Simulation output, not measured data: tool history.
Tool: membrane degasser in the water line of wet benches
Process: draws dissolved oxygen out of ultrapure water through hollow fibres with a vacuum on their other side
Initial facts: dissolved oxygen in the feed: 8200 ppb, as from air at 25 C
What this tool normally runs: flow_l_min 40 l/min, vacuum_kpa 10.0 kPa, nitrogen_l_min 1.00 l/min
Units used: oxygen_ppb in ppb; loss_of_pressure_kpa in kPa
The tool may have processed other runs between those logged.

run	hour	flow_l_min	vacuum_kpa	nitrogen_l_min	oxygen_ppb	loss_of_pressure_kpa
1	0.0	40	10.0	1.00	522.1	62.26
2	78.8	40	10.0	1.38	405.6	62.85
3	130.4	40	10.0	1.38	406.1	62.02
4	172.0	40	10.0	1.38	406.1	62.86
5	226.0	40	10.0	1.38	407.2	62.08
6	276.9	40	10.0	1.38	406.1	62.39
7	352.0	40	10.0	1.38	406.8	62.48
8	431.1	40	10.0	1.38	407.1	62.55
9	478.4	24	10.0	1.38	262.7	37.62
10	537.9	24	10.0	1.38	263.4	37.77
11	575.8	24	10.0	1.38	263.2	37.41
12	624.2	24	10.0	1.38	263.7	37.82
13	682.7	24	10.0	1.38	263.8	38.07
14	724.2	40	10.0	0.50	848.1	62.69
15	804.2	40	10.0	0.50	847.5	62.99
16	884.0	40	10.0	0.50	848.8	63.14
17	932.6	40	10.0	0.50	847.7	62.55
18	1011.2	40	14.1	1.49	597.4	62.99
19	1090.4	49	10.0	2.56	294.1	77.21
20	1152.0	40	6.2	2.69	107.1	62.92
21	1191.8	40	6.2	2.69	107.4	62.75
22	1276.5	40	6.2	2.69	107.7	63.22
23	1339.7	40	6.6	1.30	223.5	63.03
24	1410.8	37	13.1	1.00	702.7	58.46
25	1465.8	49	13.8	0.43	1556.1	77.20
26	1539.7	27	16.3	1.00	711.2	42.95
27	1597.5	29	15.4	0.44	1267.3	45.97
28	1671.8	56	17.0	1.00	1279.4	88.98
29	1734.6	41	8.2	0.91	432.3	64.67
30	1787.0	40	24.2	1.01	1440.9	63.51
31	1823.7	25	6.3	2.74	69.3	39.61

Predict each of these 5 candidate next runs independently; none follows another, all start after run 31:
A	1865.8	40	10.0	1.47	?	?
B	1865.8	49	14.4	1.40	?	?
C	1865.8	46	11.4	2.74	?	?
D	1865.8	25	9.5	2.74	?	?
E	1865.8	34	13.1	2.89	?	?

run	oxygen_ppb	loss_of_pressure_kpa
A	389.3	63.12
B	758.1	77.80
C	313.2	72.86
D	138.3	39.65
E	270.2	53.69
Without the tool's hidden state the same runs would have given:
run	oxygen_ppb	loss_of_pressure_kpa
A	383.0	60.12
B	750.2	74.11
C	307.3	69.39
D	135.2	37.78
E	265.8	51.14
